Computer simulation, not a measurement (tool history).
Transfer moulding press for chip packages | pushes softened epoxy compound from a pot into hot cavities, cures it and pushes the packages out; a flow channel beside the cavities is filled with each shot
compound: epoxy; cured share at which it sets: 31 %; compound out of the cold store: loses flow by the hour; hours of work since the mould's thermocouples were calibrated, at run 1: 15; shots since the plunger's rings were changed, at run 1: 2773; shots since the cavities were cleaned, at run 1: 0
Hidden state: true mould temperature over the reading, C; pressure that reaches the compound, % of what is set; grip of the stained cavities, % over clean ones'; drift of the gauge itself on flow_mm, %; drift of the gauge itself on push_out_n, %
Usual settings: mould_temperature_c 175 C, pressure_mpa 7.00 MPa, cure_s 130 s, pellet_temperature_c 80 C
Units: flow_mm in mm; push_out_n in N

run,day,mould_temperature_c,pressure_mpa,cure_s,pellet_temperature_c,hours of work since the mould's thermocouples were calibrated,shots since the plunger's rings were changed,shots since the cavities were cleaned,incoming compound's hours out of the cold store,flow_mm,push_out_n
1,0.000,175,7.00,130,80,15,2773,0,45.8,531,474
2,0.371,175,7.00,130,80,21,2864,91,11.0,599,478
3,0.958,169,7.00,130,80,31,3007,234,35.3,567,681
4,1.608,175,7.00,130,80,41,3166,393,40.6,538,474
5,1.967,175,7.00,142,80,47,3254,481,34.6,553,428
# day 2.271: cavities cleaned with cleaning compound and waxed
6,2.400,175,7.00,142,80,53,3344,31,23.8,567,435
7,3.233,175,7.00,130,80,67,3547,234,41.7,532,479
# day 3.646: plunger's sealing rings changed
8,3.929,175,7.00,140,80,76,69,379,19.6,574,453
# day 4.638: cavities cleaned with cleaning compound and waxed
9,4.717,175,7.00,140,80,88,246,19,22.7,569,451
10,5.262,175,7.00,140,80,97,380,153,31.4,552,433
11,6.008,175,7.00,140,79,109,561,334,19.5,583,430
12,6.483,175,7.00,140,79,117,678,451,46.4,531,460
# day 6.933: cavities cleaned with cleaning compound and waxed
13,6.933,175,7.00,140,79,123,772,0,40.7,539,436
14,7.504,175,7.00,140,79,132,912,140,10.6,602,458
15,7.988,175,7.00,140,79,140,1030,258,20.2,582,445
16,8.688,175,5.73,130,78,152,1201,429,32.1,505,485
17,9.079,175,5.73,130,78,158,1296,524,34.7,500,484
# day 9.229: cavities cleaned with cleaning compound and waxed
18,9.662,171,6.42,168,86,167,1424,106,22.4,563,437
19,10.300,171,6.42,168,86,177,1580,262,17.3,582,446
20,10.904,173,7.61,119,80,187,1726,408,26.0,603,610
# day 11.521: cavities cleaned with cleaning compound and waxed
21,11.675,175,5.98,130,74,198,1899,37,40.9,504,486
22,12.279,175,6.96,133,80,208,2047,185,44.6,519,455
23,12.817,180,7.00,145,72,217,2179,317,20.2,564,406
24,13.217,169,6.84,122,80,223,2276,414,46.4,530,741
25,13.592,175,7.00,130,79,229,2367,505,40.5,541,462
# day 13.817: cavities cleaned with cleaning compound and waxed
26,14.358,178,7.00,134,80,241,2540,132,22.1,564,431
27,15.167,182,6.40,134,79,254,2738,330,33.5,511,390
28,15.917,177,7.00,149,76,266,2921,513,36.4,544,405
# day 16.104: cavities cleaned with cleaning compound and waxed
29,16.554,177,7.00,149,76,276,3061,111,15.8,583,403

4 ways to go on from here, each from the tool as it stands after run 29. What would each give?
A,17.404,175,6.84,121,80,289,3269,319,33.3,?,?
B,17.404,177,7.00,121,76,289,3269,319,35.6,?,?
C,17.404,169,5.94,149,82,289,3269,319,22.6,?,?
D,17.404,170,7.86,165,80,289,3269,319,11.7,?,?

run,flow_mm,push_out_n
A,543,515
B,550,475
C,548,560
D,641,476
Without the tool's hidden state the same runs would have given:
run,flow_mm,push_out_n
A,543,512
B,551,472
C,548,557
D,642,474
